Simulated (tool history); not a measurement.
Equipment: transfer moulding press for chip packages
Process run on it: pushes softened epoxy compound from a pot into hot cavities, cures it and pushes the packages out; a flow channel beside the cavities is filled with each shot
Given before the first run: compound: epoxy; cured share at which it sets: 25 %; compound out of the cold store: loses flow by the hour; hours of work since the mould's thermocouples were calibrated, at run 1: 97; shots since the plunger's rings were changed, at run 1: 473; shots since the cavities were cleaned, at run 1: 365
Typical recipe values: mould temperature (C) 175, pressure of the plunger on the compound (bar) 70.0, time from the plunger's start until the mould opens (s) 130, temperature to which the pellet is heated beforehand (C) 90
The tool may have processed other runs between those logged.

run	day	mould temperature (C)	pressure of the plunger on the compound (bar)	time from the plunger's start until the mould opens (s)	temperature to which the pellet is heated beforehand (C)	hours of work since the mould's thermocouples were calibrated	shots since the plunger's rings were changed	shots since the cavities were cleaned	incoming compound's hours out of the cold store	length that the compound runs in the flow channel (mm)	greatest force on the pins that push the packages out (N)
1	0.000	175	70.0	130	90	97	473	365	17.2	964	674
2	0.308	175	70.0	130	90	102	545	437	34.5	877	663
3	0.546	175	70.0	130	90	105	601	493	48.0	814	686
4	0.729	175	70.0	130	90	108	644	536	21.9	928	711
5	0.917	175	70.0	130	90	111	688	580	23.3	920	694
6	1.262	171	70.0	130	90	116	769	661	43.5	849	885
7	1.633	171	70.0	130	90	122	856	748	13.6	995	976
8	1.929	175	70.0	130	90	127	926	818	16.3	947	738
9	2.221	175	70.0	130	90	131	994	886	32.3	863	777
10	2.625	175	57.5	130	90	138	1089	981	24.5	820	721
11	2.996	175	57.5	130	97	144	1176	1068	41.6	745	747
# day 3.375: cavities cleaned with cleaning compound and waxed
12	3.438	175	57.5	130	97	149	1265	15	38.4	754	473
13	3.704	175	53.4	151	96	154	1328	78	8.6	859	470
14	3.921	175	53.4	151	96	157	1379	129	43.8	702	481
15	4.312	175	53.4	151	96	163	1471	221	21.5	805	542
16	4.692	175	70.0	118	90	169	1560	310	42.3	811	751
17	4.917	175	70.0	155	90	173	1613	363	32.8	864	561
18	5.142	175	70.0	155	90	176	1665	415	16.3	934	583
19	5.475	180	70.0	130	90	181	1743	493	31.9	837	584
20	5.788	180	70.0	130	90	186	1817	567	14.8	920	606
21	6.179	180	70.0	130	90	192	1910	660	24.0	861	629
22	6.362	175	73.0	162	90	195	1952	702	22.4	924	599
23	6.596	175	73.0	162	90	199	2007	757	17.8	933	628

Each row is a separate what-if for the run after 23, all from the same tool condition, not one after another. Results?
A	6.883	175	73.0	123	90	203	2074	824	9.3	?	?
B	6.883	179	54.2	154	90	203	2074	824	26.3	?	?
C	6.883	175	57.1	156	98	203	2074	824	47.3	?	?

run	length that the compound runs in the flow channel (mm)	greatest force on the pins that push the packages out (N)
A	978	812
B	758	601
C	707	613
Had the tool no hidden state, the same runs would have come out as:
run	length that the compound runs in the flow channel (mm)	greatest force on the pins that push the packages out (N)
A	1020	535
B	790	386
C	738	397
